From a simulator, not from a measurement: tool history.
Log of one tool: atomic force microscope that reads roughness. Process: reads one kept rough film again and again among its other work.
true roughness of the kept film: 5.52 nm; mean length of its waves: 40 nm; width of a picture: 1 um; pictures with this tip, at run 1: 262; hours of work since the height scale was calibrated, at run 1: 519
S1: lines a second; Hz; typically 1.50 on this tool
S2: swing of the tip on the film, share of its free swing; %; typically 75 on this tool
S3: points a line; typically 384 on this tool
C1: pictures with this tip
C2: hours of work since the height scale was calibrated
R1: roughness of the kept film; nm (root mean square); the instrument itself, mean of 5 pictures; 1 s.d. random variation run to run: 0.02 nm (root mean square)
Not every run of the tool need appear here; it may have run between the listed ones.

| run | hour | S1 | S2 | S3 | C1 | C2 | R1 |
|---|---|---|---|---|---|---|---|
| 1 | 0.0 | 1.50 | 75 | 384 | 262 | 519 | 3.778 |
|  | 31.3 | new tip fitted |
| 2 | 34.5 | 1.50 | 75 | 554 | 5 | 536 | 4.749 |
| 3 | 70.1 | 1.50 | 57 | 384 | 60 | 553 | 4.594 |
| 4 | 103.2 | 1.50 | 75 | 384 | 111 | 569 | 4.275 |
| 5 | 139.3 | 1.50 | 75 | 843 | 167 | 586 | 4.078 |
| 6 | 156.7 | 1.50 | 75 | 843 | 194 | 595 | 3.994 |
| 7 | 185.3 | 1.50 | 75 | 843 | 238 | 608 | 3.891 |
| 8 | 215.1 | 0.55 | 75 | 384 | 284 | 623 | 3.821 |
|  | 232.1 | new tip fitted |
| 9 | 253.9 | 1.50 | 75 | 813 | 34 | 641 | 4.585 |
| 10 | 286.5 | 1.50 | 75 | 813 | 84 | 657 | 4.344 |
| 11 | 322.0 | 1.50 | 75 | 813 | 139 | 674 | 4.213 |
| 12 | 348.5 | 1.00 | 75 | 384 | 180 | 687 | 4.101 |
| 13 | 365.9 | 1.00 | 75 | 384 | 207 | 695 | 4.038 |
| 14 | 386.5 | 1.00 | 80 | 384 | 239 | 705 | 3.903 |
| 15 | 423.9 | 1.00 | 80 | 384 | 296 | 723 | 3.749 |
|  | 431.3 | new tip fitted |
| 16 | 448.0 | 1.50 | 75 | 343 | 25 | 735 | 4.623 |
|  | 451.7 | height scale calibrated on a step standard |
| 17 | 474.1 | 1.50 | 75 | 343 | 64 | 11 | 4.381 |
| 18 | 503.9 | 1.50 | 75 | 343 | 110 | 25 | 4.289 |
|  | 517.6 | height scale calibrated on a step standard, once more |
| 19 | 520.8 | 1.50 | 75 | 276 | 135 | 2 | 4.316 |
| 20 | 560.3 | 1.50 | 75 | 276 | 196 | 21 | 4.063 |
| 21 | 588.5 | 1.50 | 75 | 276 | 239 | 34 | 3.944 |
| 22 | 624.9 | 1.50 | 87 | 444 | 295 | 52 | 3.670 |
|  | 634.3 | new tip fitted |
| 23 | 645.4 | 2.59 | 79 | 790 | 17 | 61 | 4.504 |
| 24 | 670.2 | 1.53 | 73 | 909 | 55 | 73 | 4.580 |
| 25 | 700.5 | 1.53 | 73 | 909 | 102 | 88 | 4.385 |
| 26 | 739.7 | 1.53 | 73 | 909 | 163 | 107 | 4.196 |
| 27 | 759.9 | 1.53 | 73 | 909 | 194 | 117 | 4.035 |
| 28 | 777.8 | 0.99 | 56 | 315 | 221 | 125 | 4.067 |
| 29 | 815.2 | 0.75 | 75 | 894 | 279 | 143 | 3.850 |
|  | 834.4 | new tip fitted |
| 30 | 842.1 | 3.66 | 75 | 894 | 12 | 156 | 4.490 |
| 31 | 881.4 | 3.66 | 75 | 894 | 72 | 175 | 4.240 |

What if the next run were any one of these 4? Each begins from the tool's condition after run 31:
| A | 903.5 | 2.37 | 75 | 384 | 106 | 186 | ? |
| B | 903.5 | 0.62 | 72 | 384 | 106 | 186 | ? |
| C | 903.5 | 1.42 | 65 | 984 | 106 | 186 | ? |
| D | 903.5 | 0.73 | 72 | 612 | 106 | 186 | ? |

| run | R1 |
|---|---|
| A | 4.242 |
| B | 4.460 |
| C | 4.406 |
| D | 4.465 |
Without the tool's unlogged condition, the same runs would have read:
| run | R1 |
|---|---|
| A | 4.714 |
| B | 4.954 |
| C | 4.895 |
| D | 4.961 |
